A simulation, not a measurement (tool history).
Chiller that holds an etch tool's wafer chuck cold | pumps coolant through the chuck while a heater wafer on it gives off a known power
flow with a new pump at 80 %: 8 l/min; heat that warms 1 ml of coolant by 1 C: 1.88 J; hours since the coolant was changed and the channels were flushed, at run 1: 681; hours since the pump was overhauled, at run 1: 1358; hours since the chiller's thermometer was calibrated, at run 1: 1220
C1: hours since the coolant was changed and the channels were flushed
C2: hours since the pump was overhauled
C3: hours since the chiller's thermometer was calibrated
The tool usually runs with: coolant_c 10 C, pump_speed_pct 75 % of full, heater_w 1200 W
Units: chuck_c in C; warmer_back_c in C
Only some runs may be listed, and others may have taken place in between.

run 1 hour=0.0 | coolant_c=10 pump_speed_pct=75 heater_w=1200 | C1=681 C2=1358 C3=1220 | chuck_c=21.4 warmer_back_c=5.26
run 2 hour=35.2 | coolant_c=10 pump_speed_pct=75 heater_w=1200 | C1=716 C2=1393 C3=1255 | chuck_c=21.3 warmer_back_c=5.26
run 3 hour=62.4 | coolant_c=10 pump_speed_pct=75 heater_w=1200 | C1=743 C2=1420 C3=1282 | chuck_c=21.4 warmer_back_c=5.21
run 4 hour=97.4 | coolant_c=10 pump_speed_pct=75 heater_w=1200 | C1=778 C2=1455 C3=1317 | chuck_c=21.5 warmer_back_c=5.25
run 5 hour=148.0 | coolant_c=10 pump_speed_pct=75 heater_w=1200 | C1=829 C2=1506 C3=1368 | chuck_c=21.3 warmer_back_c=5.27
run 6 hour=174.2 | coolant_c=10 pump_speed_pct=75 heater_w=1200 | C1=855 C2=1532 C3=1394 | chuck_c=21.6 warmer_back_c=5.20
run 7 hour=212.6 | coolant_c=10 pump_speed_pct=75 heater_w=1200 | C1=893 C2=1570 C3=1433 | chuck_c=21.5 warmer_back_c=5.24
run 8 hour=242.1 | coolant_c=10 pump_speed_pct=75 heater_w=1200 | C1=923 C2=1600 C3=1462 | chuck_c=21.4 warmer_back_c=5.16
run 9 hour=265.2 | coolant_c=10 pump_speed_pct=75 heater_w=1200 | C1=946 C2=1623 C3=1485 | chuck_c=21.6 warmer_back_c=5.30
-- hour=269.6 chiller's thermometer calibrated
run 10 hour=290.0 | coolant_c=10 pump_speed_pct=85 heater_w=1200 | C1=970 C2=1647 C3=20 | chuck_c=20.4 warmer_back_c=4.55
run 11 hour=338.8 | coolant_c=10 pump_speed_pct=85 heater_w=1200 | C1=1019 C2=1696 C3=69 | chuck_c=20.6 warmer_back_c=4.58
run 12 hour=364.1 | coolant_c=10 pump_speed_pct=85 heater_w=1200 | C1=1044 C2=1721 C3=95 | chuck_c=20.4 warmer_back_c=4.63
run 13 hour=407.7 | coolant_c=10 pump_speed_pct=97 heater_w=1200 | C1=1088 C2=1764 C3=138 | chuck_c=19.5 warmer_back_c=4.00
run 14 hour=446.9 | coolant_c=10 pump_speed_pct=97 heater_w=1200 | C1=1127 C2=1804 C3=177 | chuck_c=19.7 warmer_back_c=3.96
run 15 hour=470.3 | coolant_c=10 pump_speed_pct=97 heater_w=647 | C1=1150 C2=1827 C3=201 | chuck_c=15.1 warmer_back_c=2.18
run 16 hour=493.3 | coolant_c=10 pump_speed_pct=68 heater_w=1200 | C1=1173 C2=1850 C3=224 | chuck_c=22.3 warmer_back_c=5.88
-- hour=520.7 chiller's thermometer calibrated, once more
run 17 hour=543.9 | coolant_c=10 pump_speed_pct=75 heater_w=1346 | C1=1223 C2=1900 C3=23 | chuck_c=23.3 warmer_back_c=5.96
run 18 hour=571.1 | coolant_c=10 pump_speed_pct=75 heater_w=1346 | C1=1250 C2=1927 C3=50 | chuck_c=23.1 warmer_back_c=5.95
run 19 hour=611.4 | coolant_c=19 pump_speed_pct=62 heater_w=1346 | C1=1290 C2=1967 C3=91 | chuck_c=34.2 warmer_back_c=7.37
run 20 hour=650.3 | coolant_c=10 pump_speed_pct=92 heater_w=832 | C1=1329 C2=2006 C3=130 | chuck_c=16.9 warmer_back_c=2.99
run 21 hour=688.5 | coolant_c=10 pump_speed_pct=92 heater_w=832 | C1=1367 C2=2044 C3=168 | chuck_c=17.0 warmer_back_c=2.96
run 22 hour=739.8 | coolant_c=10 pump_speed_pct=76 heater_w=1200 | C1=1419 C2=2095 C3=219 | chuck_c=21.6 warmer_back_c=5.25
run 23 hour=780.5 | coolant_c=10 pump_speed_pct=75 heater_w=1082 | C1=1459 C2=2136 C3=260 | chuck_c=20.7 warmer_back_c=4.78
run 24 hour=818.0 | coolant_c=10 pump_speed_pct=75 heater_w=1082 | C1=1497 C2=2174 C3=297 | chuck_c=20.7 warmer_back_c=4.78
run 25 hour=853.4 | coolant_c=5 pump_speed_pct=68 heater_w=1010 | C1=1532 C2=2209 C3=333 | chuck_c=15.5 warmer_back_c=4.94
run 26 hour=893.3 | coolant_c=5 pump_speed_pct=65 heater_w=1643 | C1=1572 C2=2249 C3=373 | chuck_c=22.9 warmer_back_c=8.51
run 27 hour=941.4 | coolant_c=5 pump_speed_pct=65 heater_w=1643 | C1=1620 C2=2297 C3=421 | chuck_c=22.9 warmer_back_c=8.57
run 28 hour=962.9 | coolant_c=12 pump_speed_pct=75 heater_w=1200 | C1=1642 C2=2319 C3=442 | chuck_c=23.6 warmer_back_c=5.35
run 29 hour=1010.5 | coolant_c=10 pump_speed_pct=68 heater_w=1200 | C1=1689 C2=2366 C3=490 | chuck_c=22.9 warmer_back_c=5.99
run 30 hour=1046.7 | coolant_c=17 pump_speed_pct=75 heater_w=1047 | C1=1726 C2=2402 C3=526 | chuck_c=27.3 warmer_back_c=4.66
run 31 hour=1082.7 | coolant_c=17 pump_speed_pct=62 heater_w=1047 | C1=1762 C2=2438 C3=562 | chuck_c=28.8 warmer_back_c=5.77
run 32 hour=1109.4 | coolant_c=13 pump_speed_pct=87 heater_w=1506 | C1=1788 C2=2465 C3=589 | chuck_c=26.4 warmer_back_c=5.74

Branching from run 32: 3 alternative next runs. What would each branch give?
run A hour=1150.2 | coolant_c=15 pump_speed_pct=88 heater_w=841 | C1=1829 C2=2506 C3=630 | chuck_c=? warmer_back_c=?
run B hour=1150.2 | coolant_c=17 pump_speed_pct=72 heater_w=847 | C1=1829 C2=2506 C3=630 | chuck_c=? warmer_back_c=?
run C hour=1150.2 | coolant_c=8 pump_speed_pct=63 heater_w=1200 | C1=1829 C2=2506 C3=630 | chuck_c=? warmer_back_c=?

run=A chuck_c=22.3 warmer_back_c=3.14
run=B chuck_c=25.5 warmer_back_c=3.97
run=C chuck_c=21.3 warmer_back_c=6.49
Without the tool's hidden state the same runs would have given:
run=A chuck_c=22.0 warmer_back_c=2.99
run=B chuck_c=25.1 warmer_back_c=3.79
run=C chuck_c=20.7 warmer_back_c=6.19

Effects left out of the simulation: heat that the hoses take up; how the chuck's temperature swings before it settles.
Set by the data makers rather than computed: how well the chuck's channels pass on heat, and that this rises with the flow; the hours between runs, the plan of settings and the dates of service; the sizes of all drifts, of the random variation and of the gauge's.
